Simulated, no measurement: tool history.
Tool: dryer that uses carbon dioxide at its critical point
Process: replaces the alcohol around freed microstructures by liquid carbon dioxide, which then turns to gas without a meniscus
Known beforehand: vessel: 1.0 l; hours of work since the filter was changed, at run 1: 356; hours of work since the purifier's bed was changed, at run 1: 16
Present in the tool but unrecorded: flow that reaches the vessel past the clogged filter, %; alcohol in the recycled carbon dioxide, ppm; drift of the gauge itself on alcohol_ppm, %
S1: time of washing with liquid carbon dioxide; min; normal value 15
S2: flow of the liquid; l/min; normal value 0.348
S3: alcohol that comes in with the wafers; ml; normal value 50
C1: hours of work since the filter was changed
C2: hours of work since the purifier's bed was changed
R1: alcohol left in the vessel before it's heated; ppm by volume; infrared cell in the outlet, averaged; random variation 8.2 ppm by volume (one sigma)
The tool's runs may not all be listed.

run    day  S1     S2   S3   C1  C2   R1
  1      0  15  0.348   50  356  16  572
  2  0.425  15  0.348   50  360  19  565
  3  1.146  15  0.348   50  366  26  579
  4  1.467  15  0.348   50  369  29  557
  5  1.904  15  0.348   50  373  32  554
  6  2.592  15  0.372   50  379  38  434
  7  3.108  15  0.348   50  383  43  574
  8  3.475  15  0.348   76  387  46  882
  9  3.879  15  0.348   76  390  50  842
 10  4.588  15  0.348   76  396  56  895
 11  5.342  15  0.443  118  403  63  425
 12  5.708  15  0.493   55  406  66  121
 13  6.058  15  0.493   55  409  69  126

For run 14, what comes out?
 14  6.825  18  0.343  50  416  76   ?

{"run 14": {"R1": 278}}
If the tool had no hidden condition, the same run with the same run-to-run variation would have returned R1 188 ppm by volume.
